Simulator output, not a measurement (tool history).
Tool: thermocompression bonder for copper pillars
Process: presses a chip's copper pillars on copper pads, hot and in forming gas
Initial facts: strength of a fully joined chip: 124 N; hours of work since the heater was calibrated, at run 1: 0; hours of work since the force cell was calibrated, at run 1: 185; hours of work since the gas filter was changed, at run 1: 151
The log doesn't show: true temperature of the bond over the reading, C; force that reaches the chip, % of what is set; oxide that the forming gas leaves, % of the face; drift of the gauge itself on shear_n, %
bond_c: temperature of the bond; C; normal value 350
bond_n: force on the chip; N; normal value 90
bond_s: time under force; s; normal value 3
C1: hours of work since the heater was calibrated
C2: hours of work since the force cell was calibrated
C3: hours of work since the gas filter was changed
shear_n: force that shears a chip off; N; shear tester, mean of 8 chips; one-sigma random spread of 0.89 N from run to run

run 1 hour=0 | bond_c=350 bond_n=90 bond_s=3 | C1=0 C2=185 C3=151 | shear_n=68.6
-- hour=4.3 forming gas filter changed
run 2 hour=20.9 | bond_c=350 bond_n=90 bond_s=3 | C1=9 C2=194 C3=7 | shear_n=75
run 3 hour=61 | bond_c=350 bond_n=90 bond_s=3 | C1=27 C2=212 C3=25 | shear_n=75.2
run 4 hour=93.4 | bond_c=350 bond_n=58 bond_s=3 | C1=41 C2=227 C3=40 | shear_n=50.4
run 5 hour=116.3 | bond_c=350 bond_n=58 bond_s=3 | C1=52 C2=237 C3=50 | shear_n=50.2
run 6 hour=146.1 | bond_c=350 bond_n=58 bond_s=3 | C1=65 C2=250 C3=63 | shear_n=48.7
run 7 hour=164.9 | bond_c=351 bond_n=58 bond_s=3 | C1=73 C2=259 C3=72 | shear_n=50.1
run 8 hour=193.1 | bond_c=350 bond_n=116 bond_s=3 | C1=86 C2=271 C3=84 | shear_n=89
run 9 hour=235.5 | bond_c=350 bond_n=116 bond_s=3 | C1=105 C2=290 C3=103 | shear_n=88.4
run 10 hour=262.4 | bond_c=350 bond_n=90 bond_s=2 | C1=117 C2=302 C3=115 | shear_n=64.4
run 11 hour=284.6 | bond_c=350 bond_n=74 bond_s=6 | C1=127 C2=312 C3=125 | shear_n=76.4
run 12 hour=303.8 | bond_c=361 bond_n=124 bond_s=3 | C1=135 C2=321 C3=134 | shear_n=95.4
run 13 hour=326.5 | bond_c=324 bond_n=64 bond_s=3 | C1=146 C2=331 C3=144 | shear_n=40.2
-- hour=345.8 forming gas filter changed
run 14 hour=351.1 | bond_c=339 bond_n=70 bond_s=3 | C1=156 C2=341 C3=2 | shear_n=56.6
run 15 hour=376.8 | bond_c=339 bond_n=70 bond_s=3 | C1=168 C2=353 C3=14 | shear_n=56.2
run 16 hour=400 | bond_c=339 bond_n=70 bond_s=3 | C1=178 C2=363 C3=24 | shear_n=56.1

Forecast run 17:
run 17 hour=432.6 | bond_c=339 bond_n=70 bond_s=3 | C1=193 C2=378 C3=39 | shear_n=?

{"run 17": {"shear_n": 56.6}}
If the tool had no hidden condition, the same run with the same run-to-run variation would have returned shear_n 52.8 N.
